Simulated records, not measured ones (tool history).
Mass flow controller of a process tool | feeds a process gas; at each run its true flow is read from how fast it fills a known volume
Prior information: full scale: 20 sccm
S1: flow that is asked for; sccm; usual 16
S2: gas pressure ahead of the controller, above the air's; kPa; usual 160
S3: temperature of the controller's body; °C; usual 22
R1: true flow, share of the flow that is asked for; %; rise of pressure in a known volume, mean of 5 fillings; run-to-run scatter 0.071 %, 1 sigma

Run 1, hour 0.0: usual settings. Result: R1 99.62 %.
Run 2, hour 258.5: usual settings. Result: R1 99.75 %.
Run 3, hour 473.5: usual settings. Result: R1 99.62 %.
Run 4, hour 764.4: usual settings. Result: R1 99.65 %.
Run 5, hour 923.5: usual settings. Result: R1 99.64 %.
Run 6, hour 1147.1: usual settings but S1 3 sccm. Result: R1 99.50 %.
Run 7, hour 1481.1: usual settings but S1 3 sccm. Result: R1 99.65 %.
Run 8, hour 1631.3: usual settings but S1 3 sccm. Result: R1 99.45 %.
Run 9, hour 1772.8: usual settings but S1 3 sccm, S3 38 °C. Result: R1 99.18 %.
Run 10, hour 2062.0: usual settings. Result: R1 99.68 %.
Run 11, hour 2340.3: usual settings but S3 31 °C. Result: R1 99.63 %.
Run 12, hour 2500.8: usual settings but S3 31 °C. Result: R1 99.55 %.
Run 13, hour 2853.9: usual settings but S3 31 °C. Result: R1 99.52 %.
Run 14, hour 3184.1: usual settings but S3 31 °C. Result: R1 99.55 %.
Run 15, hour 3415.3: usual settings but S1 3 sccm, S3 21 °C. Result: R1 99.45 %.
Run 16, hour 3593.8: usual settings but S1 2 sccm, S2 177 kPa, S3 40 °C. Result: R1 99.27 %.
Run 17, hour 3773.3: usual settings but S1 13 sccm, S2 152 kPa, S3 35 °C. Result: R1 99.38 %.
Run 18, hour 3960.9: usual settings but S1 5 sccm, S2 155 kPa, S3 29 °C. Result: R1 99.38 %.
Run 19, hour 4161.8: usual settings but S1 5 sccm, S2 155 kPa, S3 29 °C. Result: R1 99.21 %.
Run 20, hour 4410.0: usual settings but S1 9 sccm, S2 190 kPa, S3 35 °C. Result: R1 99.42 %.
Run 21, hour 4581.7: usual settings but S1 9 sccm, S2 190 kPa, S3 35 °C. Result: R1 99.49 %.
Run 22, hour 4856.7: usual settings but S1 6 sccm, S2 272 kPa, S3 38 °C. Result: R1 99.89 %.
Run 23, hour 5014.0: usual settings but S1 6 sccm, S2 272 kPa, S3 38 °C. Result: R1 99.94 %.

Alternative continuations, all from the tool just after run 23; predict every row:
Run A, hour 5272.9: usual settings but S2 169 kPa. Result: R1 ?.
Run B, hour 5272.9: usual settings but S1 8 sccm, S2 272 kPa, S3 32 °C. Result: R1 ?.
Run C, hour 5272.9: usual settings but S1 6 sccm, S2 233 kPa, S3 40 °C. Result: R1 ?.

run      R1
  A   99.79
  B  100.12
  C   99.78
The same runs, with their run-to-run variation unchanged, on a tool lacking any hidden condition would have given:
run      R1
  A   99.79
  B  100.12
  C   99.77
